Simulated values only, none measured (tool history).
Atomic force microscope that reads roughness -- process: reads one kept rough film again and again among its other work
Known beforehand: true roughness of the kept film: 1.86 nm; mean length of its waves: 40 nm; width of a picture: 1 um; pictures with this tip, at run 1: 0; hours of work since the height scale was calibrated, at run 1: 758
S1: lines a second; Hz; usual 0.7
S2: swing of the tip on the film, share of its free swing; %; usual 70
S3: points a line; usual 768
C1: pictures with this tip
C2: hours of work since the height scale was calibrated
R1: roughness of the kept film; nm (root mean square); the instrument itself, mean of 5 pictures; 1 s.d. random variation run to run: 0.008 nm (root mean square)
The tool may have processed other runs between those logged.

| run | hour | S1 | S2 | S3 | C1 | C2 | R1 |
|---|---|---|---|---|---|---|---|
| 1 | 0 | 0.7 | 70 | 768 | 0 | 758 | 1.772 |
| 2 | 24.1 | 0.7 | 70 | 768 | 40 | 772 | 1.724 |
| 3 | 50.3 | 0.7 | 70 | 768 | 83 | 787 | 1.688 |
| 4 | 68.6 | 0.7 | 70 | 768 | 113 | 798 | 1.67 |
|  | 83 | new tip fitted |
| 5 | 83.1 | 0.7 | 70 | 507 | 0 | 806 | 1.765 |
| 6 | 97.5 | 0.7 | 70 | 507 | 24 | 814 | 1.75 |
| 7 | 128.4 | 0.7 | 70 | 507 | 75 | 832 | 1.713 |
| 8 | 153.5 | 0.7 | 70 | 507 | 116 | 847 | 1.674 |
|  | 164.7 | new tip fitted |
| 9 | 178.7 | 0.7 | 70 | 507 | 23 | 862 | 1.754 |
| 10 | 208.4 | 0.7 | 70 | 507 | 72 | 879 | 1.706 |
| 11 | 239.5 | 0.7 | 70 | 507 | 123 | 897 | 1.665 |
|  | 246 | new tip fitted |
| 12 | 261.2 | 0.7 | 68 | 768 | 25 | 909 | 1.752 |
| 13 | 282.2 | 0.7 | 68 | 768 | 59 | 922 | 1.725 |
| 14 | 306.8 | 0.7 | 68 | 768 | 100 | 936 | 1.7 |
|  | 328.8 | new tip fitted |
| 15 | 339.3 | 0.7 | 68 | 768 | 18 | 955 | 1.756 |
| 16 | 355.4 | 0.7 | 62 | 768 | 44 | 964 | 1.754 |
| 17 | 374.7 | 0.7 | 62 | 768 | 76 | 975 | 1.711 |
| 18 | 405.1 | 0.7 | 62 | 768 | 126 | 993 | 1.696 |
|  | 411.9 | new tip fitted |
| 19 | 439.3 | 0.7 | 62 | 296 | 45 | 1013 | 1.73 |
| 20 | 466.3 | 2.681 | 70 | 976 | 90 | 1029 | 1.614 |
| 21 | 489.3 | 1.39 | 61 | 311 | 128 | 1042 | 1.649 |

Forecast run 22:
|  | 492.8 | new tip fitted |
| 22 | 517 | 0.7 | 58 | 768 | 40 | 1058 | ? |

R1: 1.757 nm (root mean square)
Without the tool's hidden state the same run would have given R1 1.759 nm (root mean square).
